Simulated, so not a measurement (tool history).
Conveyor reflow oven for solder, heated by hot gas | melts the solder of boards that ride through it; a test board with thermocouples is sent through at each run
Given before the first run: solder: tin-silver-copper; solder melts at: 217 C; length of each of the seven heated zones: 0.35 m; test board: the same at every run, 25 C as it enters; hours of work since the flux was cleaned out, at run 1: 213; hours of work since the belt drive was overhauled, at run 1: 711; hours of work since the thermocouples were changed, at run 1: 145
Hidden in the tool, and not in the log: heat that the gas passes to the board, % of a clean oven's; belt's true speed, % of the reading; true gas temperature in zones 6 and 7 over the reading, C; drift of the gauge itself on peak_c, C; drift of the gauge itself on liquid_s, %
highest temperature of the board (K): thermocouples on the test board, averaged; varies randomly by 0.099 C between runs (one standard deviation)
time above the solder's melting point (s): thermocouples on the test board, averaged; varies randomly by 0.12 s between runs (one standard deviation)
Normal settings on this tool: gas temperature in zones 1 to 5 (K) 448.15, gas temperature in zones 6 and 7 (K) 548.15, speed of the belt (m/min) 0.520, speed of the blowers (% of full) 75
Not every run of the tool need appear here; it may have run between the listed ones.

run   hour  gas temperature in zones 1 to 5 (K)  gas temperature in zones 6 and 7 (K)  speed of the belt (m/min)  speed of the blowers (% of full)  hours of work since the flux was cleaned out  hours of work since the belt drive was overhauled  hours of work since the thermocouples were changed  highest temperature of the board (K)  time above the solder's melting point (s)
  1    0.0                               448.15                                548.15                      0.520                                75                                           213                                                711                                                 145                                532.66                                       67.0
  2    8.9                               448.15                                548.15                      0.520                                75                                           218                                                716                                                 150                                532.57                                       67.1
  3   16.0                               448.15                                548.15                      0.520                                75                                           222                                                720                                                 154                                532.53                                       67.2
      25.2  -- flux residue cleaned out of gas plates and filters
  4   30.0                               448.15                                548.15                      0.520                                75                                             3                                                725                                                 159                                533.82                                       68.1
  5   34.0                               448.15                                548.15                      0.520                                75                                             5                                                727                                                 161                                534.02                                       68.2
  6   40.7                               448.15                                548.15                      0.492                                75                                             8                                                730                                                 164                                535.48                                       73.2
  7   49.4                               448.15                                548.15                      0.520                                75                                            13                                                735                                                 169                                534.04                                       68.1
  8   55.7                               448.15                                536.15                      0.520                                75                                            16                                                738                                                 173                                523.04                                       60.6
  9   60.2                               448.15                                536.15                      0.520                                75                                            19                                                741                                                 175                                523.07                                       60.9
 10   66.0                               448.15                                548.15                      0.520                                75                                            22                                                744                                                 178                                533.78                                       68.2
 11   73.2                               448.15                                548.15                      0.520                                75                                            26                                                748                                                 182                                533.66                                       67.8
 12   78.4                               448.15                                559.15                      0.520                                75                                            29                                                751                                                 185                                543.84                                       73.3
 13   82.7                               448.15                                559.15                      0.520                                75                                            31                                                753                                                 187                                543.74                                       73.1
 14   90.5                               448.15                                559.15                      0.520                                75                                            35                                                757                                                 191                                543.66                                       73.4
 15   97.8                               448.15                                559.15                      0.520                                75                                            39                                                761                                                 195                                543.95                                       73.5
 16  103.0                               444.15                                548.15                      0.491                                75                                            42                                                764                                                 198                                534.92                                       71.6
 17  106.9                               448.15                                560.15                      0.520                                62                                            44                                                766                                                 200                                541.31                                       71.8
 18  115.0                               448.15                                548.15                      0.580                                74                                            48                                                770                                                 205                                530.06                                       58.1
 19  119.3                               455.15                                548.15                      0.580                                66                                            51                                                773                                                 207                                529.39                                       59.9
 20  125.3                               435.15                                550.15                      0.458                                59                                            54                                                776                                                 210                                533.74                                       72.5
 21  131.6                               435.15                                550.15                      0.480                                60                                            57                                                779                                                 213                                532.31                                       67.7
 22  137.4                               435.15                                550.15                      0.480                                60                                            60                                                782                                                 217                                532.47                                       67.7
 23  141.2                               435.15                                550.15                      0.480                                60                                            63                                                785                                                 219                                532.34                                       67.6
 24  145.4                               435.15                                550.15                      0.480                                60                                            65                                                787                                                 221                                532.23                                       67.8
 25  151.8                               458.15                                537.15                      0.507                                77                                            68                                                790                                                 224                                526.36                                       69.5
 26  158.5                               448.15                                548.15                      0.455                                75                                            72                                                794                                                 228                                537.39                                       80.9
 27  166.4                               457.15                                548.15                      0.520                                85                                            76                                                798                                                 232                                536.88                                       73.7
 28  174.0                               447.15                                545.15                      0.520                                80                                            80                                                802                                                 236                                531.73                                       66.8
 29  183.1                               447.15                                545.15                      0.520                                80                                            85                                                807                                                 241                                531.68                                       66.6
 30  188.9                               448.15                                555.15                      0.459                                86                                            88                                                810                                                 244                                545.38                                       84.5

Below are 4 alternative next runs, each starting from the tool's condition after run 30. Predict each:
  A  194.9                               448.15                                548.15                      0.572                                87                                            92                                                814                                                 248                                     ?                                          ?
  B  194.9                               448.15                                555.15                      0.459                                79                                            92                                                814                                                 248                                     ?                                          ?
  C  194.9                               459.15                                543.15                      0.459                                66                                            92                                                814                                                 248                                     ?                                          ?
  D  194.9                               448.15                                548.15                      0.520                                80                                            92                                                814                                                 248                                     ?                                          ?

run  highest temperature of the board (K)  time above the solder's melting point (s)
  A                                533.05                                       61.4
  B                                544.31                                       83.9
  C                                532.39                                       81.7
  D                                534.53                                       68.7
With no hidden state in the tool, these same runs would have given:
run  highest temperature of the board (K)  time above the solder's melting point (s)
  A                                533.08                                       60.2
  B                                544.29                                       82.2
  C                                532.31                                       80.0
  D                                534.52                                       67.3
